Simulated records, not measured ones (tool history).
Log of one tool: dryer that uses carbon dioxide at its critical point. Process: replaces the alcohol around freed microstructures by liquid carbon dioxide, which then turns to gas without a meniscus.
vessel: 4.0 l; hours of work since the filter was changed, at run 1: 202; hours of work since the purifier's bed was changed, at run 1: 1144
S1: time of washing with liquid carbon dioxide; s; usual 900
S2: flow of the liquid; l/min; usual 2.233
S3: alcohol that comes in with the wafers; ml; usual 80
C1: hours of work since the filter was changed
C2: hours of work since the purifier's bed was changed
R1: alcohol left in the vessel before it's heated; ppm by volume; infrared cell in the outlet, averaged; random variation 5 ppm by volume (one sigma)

run   hour    S1     S2  S3   C1    C2    R1
  1    0.0   900  2.233  80  202  1144   295
  2   23.2   900  2.233  80  218  1160   282
  3   43.5   900  1.800  80  232  1174   411
  4   81.7   840  2.233  80  259  1201   322
  5  122.7   840  2.233  80  288  1230   338
  6  142.5   900  2.233  80  302  1244   304
  7  161.5   900  2.233  80  315  1257   317
  8  192.9   900  2.233  80  337  1279   315
  9  216.6   900  2.233  80  353  1296   327
 10  237.9   900  2.233  80  368  1310   326
 11  271.6   900  2.233  80  392  1334   341
 12  297.4   900  2.233  80  410  1352   347
 13  331.7   900  2.233  80  434  1376   363
     341.3  -- purifier's bed changed
     344.5  -- inlet filter changed
 14  372.9   900  2.233  80   20    21    50
 15  414.7   900  2.233  80   49    51    59
 16  449.6  1320  1.580  22   74    75    27
 17  488.6  1140  2.120  35  101   102    37
 18  516.8  1080  2.120  28  121   122    31
 19  551.4   960  2.233  80  145   146    64
 20  569.8  1440  2.233  56  158   159    32
 21  594.7   540  1.490  56  175   177  1370
 22  613.8   540  1.490  56  189   190  1392
 23  649.1   900  1.490  71  213   215   421
 24  689.6  1320  1.490  71  242   243   113
 25  721.0   900  1.410  34  264   265   292
 26  760.4   600  1.410  34  291   293   836

Forecast each of these 5 alternatives for the next run:
  A  787.7   900  3.720  80  310  312   ?
  B  787.7   960  2.900  46  310  312   ?
  C  787.7  1260  1.960  34  310  312   ?
  D  787.7   720  2.233  63  310  312   ?
  E  787.7  1080  3.670  87  310  312   ?

run   R1
  A   57
  B   64
  C   79
  D  250
  E   65
Without the tool's hidden state the same runs would have given:
run   R1
  A    0
  B    0
  C   14
  D  114
  E    5
